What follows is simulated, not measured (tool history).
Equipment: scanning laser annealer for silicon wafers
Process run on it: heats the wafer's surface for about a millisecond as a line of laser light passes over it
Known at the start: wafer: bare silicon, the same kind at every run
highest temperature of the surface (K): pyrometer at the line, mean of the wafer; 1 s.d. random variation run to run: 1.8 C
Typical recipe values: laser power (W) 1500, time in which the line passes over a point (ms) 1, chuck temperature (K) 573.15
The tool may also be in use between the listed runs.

run,day,laser power (W),time in which the line passes over a point (ms),chuck temperature (K),highest temperature of the surface (K)
1,0,1500,1,573.15,1268.15
2,0.421,1500,1,573.15,1268.15
3,0.967,1500,1,573.15,1270.15
4,1.233,1500,1,573.15,1271.15
5,1.8,1500,1,573.15,1268.15
6,2.033,1500,1,573.15,1271.15
7,2.533,1500,1,600.15,1294.15
8,2.904,1500,1,581.15,1275.15
9,3.162,1500,1,573.15,1267.15
10,3.633,1500,1,573.15,1269.15
11,4.196,1500,1,570.15,1265.15
12,4.583,1500,1,573.15,1269.15
13,4.933,1500,1,573.15,1261.15
14,5.342,1500,1,573.15,1264.15
15,5.9,1500,1,573.15,1270.15
16,6.175,1500,1,573.15,1266.15
17,6.6,1500,1,573.15,1266.15
18,7.175,1601,1,573.15,1323.15
19,7.621,1500,0.84,573.15,1195.15
20,7.912,1500,0.84,573.15,1197.15
21,8.433,1535,1,567.15,1276.15
22,8.921,1448,1,536.15,1201.15
23,9.454,1369,1.1,555.15,1214.15
24,9.692,1369,1.1,555.15,1210.15
25,10.125,1369,1.1,546.15,1203.15
26,10.612,1369,1.1,546.15,1200.15
27,10.992,1385,1,560.15,1187.15
28,11.517,1498,1.22,608.15,1386.15
29,12.088,1501,1,573.15,1259.15
30,12.342,1400,0.83,573.15,1142.15
31,12.767,1527,1,573.15,1277.15
32,13.146,1620,0.77,564.15,1209.15
33,13.612,1312,1,571.15,1159.15
34,13.854,1312,1,571.15,1155.15
35,14.242,1312,1,539.15,1127.15
36,14.704,1636,1,605.15,1370.15
37,15.196,1500,1.13,584.15,1323.15
38,15.612,1282,0.99,543.15,1112.15
39,16.033,1282,0.99,543.15,1105.15
40,16.604,1462,0.95,581.15,1227.15

Branching from run 40: 4 alternative next runs. What would each branch give?
A,17.083,1462,0.95,545.15,?
B,17.083,1600,0.89,555.15,?
C,17.083,1303,1.23,563.15,?
D,17.083,1414,0.95,589.15,?

run,highest temperature of the surface (K)
A,1187.15
B,1245.15
C,1220.15
D,1210.15
Without the tool's hidden state the same runs would have given:
run,highest temperature of the surface (K)
A,1215.15
B,1275.15
C,1249.15
D,1237.15

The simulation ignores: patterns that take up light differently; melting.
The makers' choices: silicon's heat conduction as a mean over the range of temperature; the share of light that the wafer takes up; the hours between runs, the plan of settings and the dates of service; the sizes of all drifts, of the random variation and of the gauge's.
